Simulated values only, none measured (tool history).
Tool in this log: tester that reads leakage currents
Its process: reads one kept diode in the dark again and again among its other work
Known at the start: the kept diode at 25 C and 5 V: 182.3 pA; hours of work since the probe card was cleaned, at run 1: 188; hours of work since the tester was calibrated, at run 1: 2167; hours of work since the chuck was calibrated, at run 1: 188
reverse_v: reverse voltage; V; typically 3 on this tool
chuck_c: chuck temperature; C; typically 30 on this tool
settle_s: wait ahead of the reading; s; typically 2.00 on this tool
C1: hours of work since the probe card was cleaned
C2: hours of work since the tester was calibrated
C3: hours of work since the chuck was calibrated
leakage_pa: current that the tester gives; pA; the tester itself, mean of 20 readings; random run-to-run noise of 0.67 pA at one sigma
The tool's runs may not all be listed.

run 1 hour=0.0 | reverse_v=3 chuck_c=30 settle_s=2.00 | C1=188 C2=2167 C3=188 | leakage_pa=227.89
run 2 hour=47.6 | reverse_v=3 chuck_c=30 settle_s=2.00 | C1=211 C2=2190 C3=211 | leakage_pa=224.95
run 3 hour=109.1 | reverse_v=3 chuck_c=30 settle_s=3.22 | C1=241 C2=2220 C3=241 | leakage_pa=226.93
run 4 hour=193.5 | reverse_v=3 chuck_c=28 settle_s=2.00 | C1=282 C2=2261 C3=282 | leakage_pa=195.47
run 5 hour=259.8 | reverse_v=3 chuck_c=28 settle_s=2.00 | C1=315 C2=2293 C3=315 | leakage_pa=197.78
run 6 hour=319.1 | reverse_v=3 chuck_c=30 settle_s=0.47 | C1=344 C2=2322 C3=344 | leakage_pa=232.32
run 7 hour=371.0 | reverse_v=3 chuck_c=30 settle_s=0.47 | C1=369 C2=2348 C3=369 | leakage_pa=229.83
run 8 hour=480.3 | reverse_v=3 chuck_c=30 settle_s=0.47 | C1=422 C2=2401 C3=422 | leakage_pa=231.52
run 9 hour=543.6 | reverse_v=3 chuck_c=30 settle_s=0.47 | C1=453 C2=2432 C3=453 | leakage_pa=229.98
run 10 hour=628.0 | reverse_v=3 chuck_c=30 settle_s=0.47 | C1=494 C2=2473 C3=494 | leakage_pa=232.55
run 11 hour=729.9 | reverse_v=3 chuck_c=30 settle_s=0.47 | C1=544 C2=2523 C3=544 | leakage_pa=232.05
run 12 hour=801.9 | reverse_v=3 chuck_c=30 settle_s=0.47 | C1=579 C2=2558 C3=579 | leakage_pa=233.32
-- hour=814.4 probe card cleaned and baked
run 13 hour=892.9 | reverse_v=3 chuck_c=30 settle_s=0.47 | C1=38 C2=2601 C3=622 | leakage_pa=234.91
run 14 hour=984.3 | reverse_v=3 chuck_c=30 settle_s=2.00 | C1=83 C2=2645 C3=666 | leakage_pa=231.89
run 15 hour=1069.0 | reverse_v=3 chuck_c=30 settle_s=2.00 | C1=124 C2=2686 C3=708 | leakage_pa=233.85
run 16 hour=1117.2 | reverse_v=3 chuck_c=30 settle_s=2.00 | C1=148 C2=2710 C3=731 | leakage_pa=233.80
run 17 hour=1189.9 | reverse_v=3 chuck_c=30 settle_s=2.00 | C1=183 C2=2745 C3=767 | leakage_pa=233.77
run 18 hour=1294.5 | reverse_v=3 chuck_c=30 settle_s=0.62 | C1=234 C2=2796 C3=818 | leakage_pa=236.73
-- hour=1332.4 probe card cleaned and baked, once more
run 19 hour=1352.7 | reverse_v=3 chuck_c=30 settle_s=7.14 | C1=10 C2=2823 C3=845 | leakage_pa=230.49
run 20 hour=1440.1 | reverse_v=3 chuck_c=30 settle_s=3.36 | C1=53 C2=2866 C3=887 | leakage_pa=231.14
run 21 hour=1529.6 | reverse_v=3 chuck_c=30 settle_s=3.36 | C1=96 C2=2910 C3=931 | leakage_pa=230.78
run 22 hour=1615.8 | reverse_v=3 chuck_c=35 settle_s=0.55 | C1=138 C2=2952 C3=973 | leakage_pa=337.12
run 23 hour=1719.0 | reverse_v=3 chuck_c=35 settle_s=0.55 | C1=188 C2=3002 C3=1023 | leakage_pa=335.54

For run 24, what comes out?
run 24 hour=1771.4 | reverse_v=3 chuck_c=35 settle_s=0.55 | C1=214 C2=3028 C3=1049 | leakage_pa=?

{"run 24": {"leakage_pa": 335.64}}
The same run, on a tool lacking any hidden state, would have yielded leakage_pa 322.18 pA.
